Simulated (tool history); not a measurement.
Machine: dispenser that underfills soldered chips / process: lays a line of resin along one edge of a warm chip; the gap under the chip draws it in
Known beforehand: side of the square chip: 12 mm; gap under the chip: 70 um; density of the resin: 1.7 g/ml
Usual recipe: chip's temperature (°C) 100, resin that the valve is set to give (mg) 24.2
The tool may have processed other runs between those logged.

run	hour	chip's temperature (°C)	resin that the valve is set to give (mg)	time until the resin shows at the far edge (s)	resin that the valve gave (mg)
1	0	100	24.2	58.4	23.62
2	8.8	100	24.2	85.1	23.73
3	14.6	100	24.2	108.3	23.48
# hour 16.1: new syringe of resin
# hour 24.9: dispensing valve cleaned and set on the balance
4	26.6	100	29.9	80.7	30.07
# hour 33.9: new syringe of resin
5	37.2	100	29.9	63	29.93
6	46.4	100	29.9	94.3	29.77
# hour 50.7: new syringe of resin
7	53	100	24.2	61.8	23.94
8	60.6	100	24.2	84.7	23.92
# hour 67.9: new syringe of resin
9	69.6	100	24.2	58.7	23.63
10	80.6	100	21.1	99.1	20.67
# hour 85: new syringe of resin
11	88.8	100	28.7	65	27.9
12	96.1	100	28.7	88.2	27.69
# hour 102.1: new syringe of resin
13	102.6	100	24.2	55.3	23.42
# hour 104.8: dispensing valve cleaned and set on the balance
14	114.6	100	24.2	89.3	24.11
# hour 120.1: new syringe of resin
15	123.4	100	24.2	62	23.71
16	128.7	100	24.2	78.3	23.77
# hour 136.7: new syringe of resin
17	136.8	100	29.1	53.8	28.5
18	146.6	113	22.3	60	21.72
19	152.1	100	22.3	106.3	21.7
# hour 153.4: new syringe of resin
20	159.1	106	26.2	58	25.37
21	168.3	106	26.2	86.6	25.2
# hour 170.2: new syringe of resin
22	175.3	88	27.3	93.3	26.25
23	180.6	110	22.7	65.4	21.81
# hour 184.6: dispensing valve cleaned and set on the balance
# hour 187.8: new syringe of resin
24	191.8	87	24.2	96	24.42
25	199.9	99	22	97.1	22.07
# hour 205: new syringe of resin
26	207.4	102	26.8	55.4	26.53
27	212.6	109	23.8	58.3	23.32
# hour 221.7: new syringe of resin
28	221.7	95	20.7	66.2	20.36
29	227.1	95	31.3	77.9	30.86
30	233.2	89	29.5	118.9	28.86
31	237.7	89	29.5	142.3	28.6
# hour 238.4: new syringe of resin
32	243	89	29.5	88.7	28.61
33	247.7	92	28.1	99.7	27.28
# hour 255.6: new syringe of resin
34	255.7	93	21.8	68.6	21.12

Consider 4 possible next runs. They are alternatives, not a sequence: every one starts from the tool as it was left by run 34. What does each give?
# hour 264.7: dispensing valve cleaned and set on the balance
A	264.8	112	25.7	?	?
# hour 264.7: dispensing valve cleaned and set on the balance
B	264.8	93	30.2	?	?
# hour 264.7: dispensing valve cleaned and set on the balance
C	264.8	113	30.2	?	?
# hour 264.7: dispensing valve cleaned and set on the balance
D	264.8	93	29.8	?	?

run	time until the resin shows at the far edge (s)	resin that the valve gave (mg)
A	53.6	25.68
B	90.6	30.01
C	52.1	30.09
D	91.4	29.75
Stripped of hidden state, with their random variation kept, the same runs would have yielded:
run	time until the resin shows at the far edge (s)	resin that the valve gave (mg)
A	40.7	25.68
B	69.4	30.02
C	39.6	30.09
D	70	29.76
